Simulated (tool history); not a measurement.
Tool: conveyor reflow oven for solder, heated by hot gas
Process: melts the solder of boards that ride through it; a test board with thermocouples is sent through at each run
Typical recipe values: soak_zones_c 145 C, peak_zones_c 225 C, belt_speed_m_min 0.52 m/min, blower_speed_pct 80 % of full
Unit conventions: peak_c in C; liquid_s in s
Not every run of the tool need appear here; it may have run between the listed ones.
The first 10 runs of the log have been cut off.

run,day,soak_zones_c,peak_zones_c,belt_speed_m_min,blower_speed_pct,peak_c,liquid_s
11,15.879,145,224,0.52,80,211.5,50.3
12,17.321,145,224,0.436,80,215.4,65.2
13,19.508,145,224,0.436,80,214.9,65.2
14,20.821,145,225,0.52,80,210.9,50.1
15,21.988,132,225,0.52,80,208.7,43.3
16,23.088,141,220,0.52,80,206.6,44.5
17,24.733,141,220,0.47,80,208.9,52.7
18,26.242,141,220,0.47,80,208.5,52.4
19,28.346,146,238,0.451,62,221.1,66.5
20,30.554,146,238,0.451,62,220.8,66.5
21,31.608,145,217,0.57,80,201.3,36
# day 33.375: flux residue cleaned out of gas plates and filters
22,33.517,145,217,0.57,80,203.8,39.9
# day 34.029: thermocouples of zones 6 and 7 changed
23,35.629,147,219,0.423,67,207.5,61.4
24,37.629,147,215,0.535,67,198.9,36.1
25,39.846,140,234,0.457,67,218,61.3
26,41.412,158,239,0.52,80,225.1,65
27,42.867,158,239,0.557,80,222.9,59.3
28,44.5,158,239,0.599,80,220.6,54.2
29,45.475,146,239,0.599,83,218.6,47.8
# day 46.862: belt drive overhauled, speed set with a stopwatch
30,46.996,145,225,0.597,80,205.8,37.5

Alternative continuations, all from the tool just after run 30; predict every row:
A,47.95,151,225,0.52,80,?,?
B,47.95,143,225,0.52,56,?,?
C,47.95,145,221,0.52,80,?,?

run,peak_c,liquid_s
A,210.4,51.4
B,201.8,36
C,206.6,45.3
Had the tool no hidden state, the same runs would have come out as:
run,peak_c,liquid_s
A,211.8,52.9
B,203.1,38
C,208,47.2
